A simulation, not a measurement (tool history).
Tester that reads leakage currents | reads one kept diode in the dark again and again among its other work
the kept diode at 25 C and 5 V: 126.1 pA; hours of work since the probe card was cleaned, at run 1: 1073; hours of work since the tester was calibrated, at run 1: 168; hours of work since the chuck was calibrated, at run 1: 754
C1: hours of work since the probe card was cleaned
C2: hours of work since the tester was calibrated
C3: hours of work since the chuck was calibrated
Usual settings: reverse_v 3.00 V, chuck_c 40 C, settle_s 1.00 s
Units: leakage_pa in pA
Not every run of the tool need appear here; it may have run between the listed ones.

run 1 hour=0.0 | reverse_v=3.00 chuck_c=40 settle_s=1.00 | C1=1073 C2=168 C3=754 | leakage_pa=320.85
run 2 hour=20.1 | reverse_v=3.00 chuck_c=40 settle_s=1.00 | C1=1084 C2=178 C3=765 | leakage_pa=319.27
run 3 hour=52.9 | reverse_v=3.00 chuck_c=40 settle_s=1.00 | C1=1100 C2=195 C3=781 | leakage_pa=317.93
run 4 hour=72.8 | reverse_v=3.00 chuck_c=40 settle_s=3.77 | C1=1111 C2=205 C3=792 | leakage_pa=318.11
run 5 hour=104.1 | reverse_v=1.02 chuck_c=40 settle_s=3.77 | C1=1126 C2=221 C3=807 | leakage_pa=175.22
run 6 hour=122.7 | reverse_v=3.00 chuck_c=27 settle_s=1.00 | C1=1136 C2=231 C3=817 | leakage_pa=106.56
run 7 hour=149.2 | reverse_v=3.00 chuck_c=40 settle_s=1.00 | C1=1149 C2=244 C3=830 | leakage_pa=317.79
run 8 hour=175.9 | reverse_v=3.00 chuck_c=40 settle_s=1.00 | C1=1163 C2=258 C3=844 | leakage_pa=317.13
run 9 hour=195.1 | reverse_v=3.00 chuck_c=40 settle_s=1.00 | C1=1173 C2=268 C3=854 | leakage_pa=316.30
run 10 hour=224.6 | reverse_v=3.00 chuck_c=40 settle_s=1.00 | C1=1188 C2=283 C3=869 | leakage_pa=316.07
run 11 hour=241.4 | reverse_v=3.00 chuck_c=59 settle_s=1.00 | C1=1196 C2=291 C3=877 | leakage_pa=1356.74
run 12 hour=264.9 | reverse_v=1.84 chuck_c=40 settle_s=1.00 | C1=1208 C2=303 C3=889 | leakage_pa=240.88
run 13 hour=290.0 | reverse_v=1.84 chuck_c=40 settle_s=1.00 | C1=1221 C2=316 C3=902 | leakage_pa=240.12
run 14 hour=315.4 | reverse_v=1.84 chuck_c=40 settle_s=1.00 | C1=1234 C2=329 C3=915 | leakage_pa=241.17
run 15 hour=339.9 | reverse_v=3.00 chuck_c=40 settle_s=0.56 | C1=1247 C2=341 C3=928 | leakage_pa=314.99
run 16 hour=356.0 | reverse_v=3.00 chuck_c=40 settle_s=1.00 | C1=1255 C2=350 C3=936 | leakage_pa=314.50
run 17 hour=388.0 | reverse_v=3.00 chuck_c=40 settle_s=1.00 | C1=1271 C2=366 C3=952 | leakage_pa=313.51
-- hour=396.9 chuck's temperature calibrated
run 18 hour=418.5 | reverse_v=3.00 chuck_c=40 settle_s=1.00 | C1=1286 C2=380 C3=11 | leakage_pa=348.08
run 19 hour=451.6 | reverse_v=3.00 chuck_c=40 settle_s=1.00 | C1=1303 C2=397 C3=28 | leakage_pa=346.56
run 20 hour=471.2 | reverse_v=3.00 chuck_c=40 settle_s=1.00 | C1=1313 C2=407 C3=38 | leakage_pa=348.84
run 21 hour=503.2 | reverse_v=3.00 chuck_c=40 settle_s=1.00 | C1=1329 C2=424 C3=54 | leakage_pa=346.34
run 22 hour=536.2 | reverse_v=3.00 chuck_c=40 settle_s=1.00 | C1=1346 C2=440 C3=71 | leakage_pa=346.67
run 23 hour=559.3 | reverse_v=3.00 chuck_c=40 settle_s=1.00 | C1=1358 C2=452 C3=83 | leakage_pa=344.60
run 24 hour=586.9 | reverse_v=3.00 chuck_c=40 settle_s=1.00 | C1=1372 C2=466 C3=97 | leakage_pa=345.46
run 25 hour=610.8 | reverse_v=1.73 chuck_c=40 settle_s=0.31 | C1=1384 C2=478 C3=109 | leakage_pa=255.32
run 26 hour=638.1 | reverse_v=1.54 chuck_c=40 settle_s=0.35 | C1=1398 C2=492 C3=123 | leakage_pa=239.13
run 27 hour=670.2 | reverse_v=1.54 chuck_c=25 settle_s=8.91 | C1=1414 C2=509 C3=139 | leakage_pa=67.42
run 28 hour=696.1 | reverse_v=7.65 chuck_c=41 settle_s=1.89 | C1=1427 C2=522 C3=153 | leakage_pa=617.79
run 29 hour=722.6 | reverse_v=3.00 chuck_c=25 settle_s=2.85 | C1=1441 C2=535 C3=166 | leakage_pa=97.79
run 30 hour=738.8 | reverse_v=4.77 chuck_c=37 settle_s=0.65 | C1=1449 C2=544 C3=174 | leakage_pa=347.26
run 31 hour=757.6 | reverse_v=4.77 chuck_c=37 settle_s=0.65 | C1=1459 C2=553 C3=184 | leakage_pa=348.29
run 32 hour=779.7 | reverse_v=4.77 chuck_c=37 settle_s=0.65 | C1=1470 C2=565 C3=195 | leakage_pa=347.79
run 33 hour=806.0 | reverse_v=4.77 chuck_c=37 settle_s=0.65 | C1=1483 C2=578 C3=209 | leakage_pa=346.34
run 34 hour=839.4 | reverse_v=15.18 chuck_c=38 settle_s=8.02 | C1=1500 C2=595 C3=226 | leakage_pa=708.85
run 35 hour=867.9 | reverse_v=15.18 chuck_c=38 settle_s=8.02 | C1=1515 C2=610 C3=240 | leakage_pa=712.74
run 36 hour=900.0 | reverse_v=3.00 chuck_c=42 settle_s=1.00 | C1=1531 C2=626 C3=256 | leakage_pa=398.99
run 37 hour=915.3 | reverse_v=3.00 chuck_c=42 settle_s=1.00 | C1=1539 C2=634 C3=264 | leakage_pa=399.19
run 38 hour=939.2 | reverse_v=3.00 chuck_c=42 settle_s=1.00 | C1=1551 C2=646 C3=277 | leakage_pa=398.77
run 39 hour=963.4 | reverse_v=3.00 chuck_c=42 settle_s=1.00 | C1=1564 C2=658 C3=289 | leakage_pa=399.05
run 40 hour=978.2 | reverse_v=3.00 chuck_c=58 settle_s=1.58 | C1=1571 C2=666 C3=296 | leakage_pa=1343.34

How the hidden state differs across the entries between the runs, from the last listed run before each to the first after it:
Runs 17 to 18: chuck's temperature calibrated (hour 396.9)
  stray current of the dirty probe card, pA a volt: 0.802 -> 0.811; true chuck temperature over the reading, C: -1.16 -> 0.11
  the result without the hidden state subtracted from the measured one, leakage_pa: -29.15 -> +4.70 pA
